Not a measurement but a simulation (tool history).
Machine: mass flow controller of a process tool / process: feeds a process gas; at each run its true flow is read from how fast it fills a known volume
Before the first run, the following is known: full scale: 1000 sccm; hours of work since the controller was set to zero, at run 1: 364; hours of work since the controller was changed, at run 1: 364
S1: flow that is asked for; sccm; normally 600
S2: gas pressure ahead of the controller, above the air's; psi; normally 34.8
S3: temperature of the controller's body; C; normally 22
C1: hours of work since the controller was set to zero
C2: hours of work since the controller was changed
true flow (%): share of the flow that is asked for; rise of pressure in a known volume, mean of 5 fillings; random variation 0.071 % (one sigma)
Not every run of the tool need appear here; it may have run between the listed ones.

run 1 hour=0 | S1=600 S2=34.8 S3=22 | C1=364 C2=364 | true_flow_(%)=99.79
run 2 hour=61.5 | S1=600 S2=34.8 S3=30 | C1=390 C2=390 | true_flow_(%)=100
run 3 hour=120.4 | S1=600 S2=22.8 S3=22 | C1=414 C2=414 | true_flow_(%)=99.65
run 4 hour=187.4 | S1=600 S2=22.8 S3=22 | C1=442 C2=442 | true_flow_(%)=99.85
run 5 hour=225.3 | S1=600 S2=22.8 S3=22 | C1=458 C2=458 | true_flow_(%)=99.72
run 6 hour=279.9 | S1=600 S2=34.8 S3=22 | C1=481 C2=481 | true_flow_(%)=99.65
run 7 hour=367.8 | S1=398 S2=34.8 S3=22 | C1=518 C2=518 | true_flow_(%)=99.44
run 8 hour=410.4 | S1=398 S2=34.8 S3=22 | C1=536 C2=536 | true_flow_(%)=99.49
run 9 hour=479.7 | S1=600 S2=34.8 S3=22 | C1=565 C2=565 | true_flow_(%)=99.74
run 10 hour=519.7 | S1=600 S2=34.8 S3=22 | C1=582 C2=582 | true_flow_(%)=99.57
run 11 hour=600.1 | S1=600 S2=34.8 S3=22 | C1=616 C2=616 | true_flow_(%)=99.6
run 12 hour=662 | S1=600 S2=34.8 S3=22 | C1=642 C2=642 | true_flow_(%)=99.74
run 13 hour=705.7 | S1=600 S2=34.8 S3=22 | C1=660 C2=660 | true_flow_(%)=99.81
run 14 hour=769.4 | S1=600 S2=34.8 S3=22 | C1=687 C2=687 | true_flow_(%)=99.77
run 15 hour=810.5 | S1=600 S2=34.8 S3=22 | C1=704 C2=704 | true_flow_(%)=99.73
run 16 hour=873.5 | S1=600 S2=34.8 S3=22 | C1=730 C2=730 | true_flow_(%)=99.77
run 17 hour=923.8 | S1=600 S2=34.8 S3=22 | C1=751 C2=751 | true_flow_(%)=99.83
run 18 hour=961.4 | S1=249 S2=22 S3=21 | C1=767 C2=767 | true_flow_(%)=99.22
run 19 hour=1042.6 | S1=524 S2=27.6 S3=40 | C1=801 C2=801 | true_flow_(%)=100.34
run 20 hour=1082.8 | S1=524 S2=27.6 S3=40 | C1=818 C2=818 | true_flow_(%)=100.31
run 21 hour=1121.4 | S1=445 S2=31.3 S3=38 | C1=834 C2=834 | true_flow_(%)=100.13
run 22 hour=1167.5 | S1=352 S2=34.8 S3=22 | C1=854 C2=854 | true_flow_(%)=99.43
run 23 hour=1230.5 | S1=351 S2=34.8 S3=22 | C1=880 C2=880 | true_flow_(%)=99.23
run 24 hour=1278 | S1=351 S2=34.8 S3=39 | C1=900 C2=900 | true_flow_(%)=99.94
run 25 hour=1365.1 | S1=351 S2=34.8 S3=39 | C1=936 C2=936 | true_flow_(%)=99.79
run 26 hour=1419 | S1=600 S2=28.4 S3=22 | C1=959 C2=959 | true_flow_(%)=99.93
run 27 hour=1460.8 | S1=600 S2=28.4 S3=22 | C1=977 C2=977 | true_flow_(%)=99.86

Some steps in true flow (%) between neighbouring runs. How much of each would the tool show without its hidden state too (settings, what came in, random variation), and how much is left for the hidden state, with any gauge scatter that isn't in both results?
What the log doesn't record here: flow at rest that the sensor doesn't see, % of full scale; true flow over the shown one, %; drift of the gauge itself on true_pct, %.
Run 17 -> 18: S1 600 -> 249, S2 34.8 -> 22, S3 22 -> 21. true flow (%) -0.61: hidden state -0.41, all else -0.2.
Run 18 -> 19: S1 249 -> 524, S2 22 -> 27.6, S3 21 -> 40. true flow (%) +1.12: hidden state +0.38, all else +0.74.
Run 23 -> 24: S3 22 -> 39. true flow (%) +0.71: hidden state +0.01, all else +0.7.
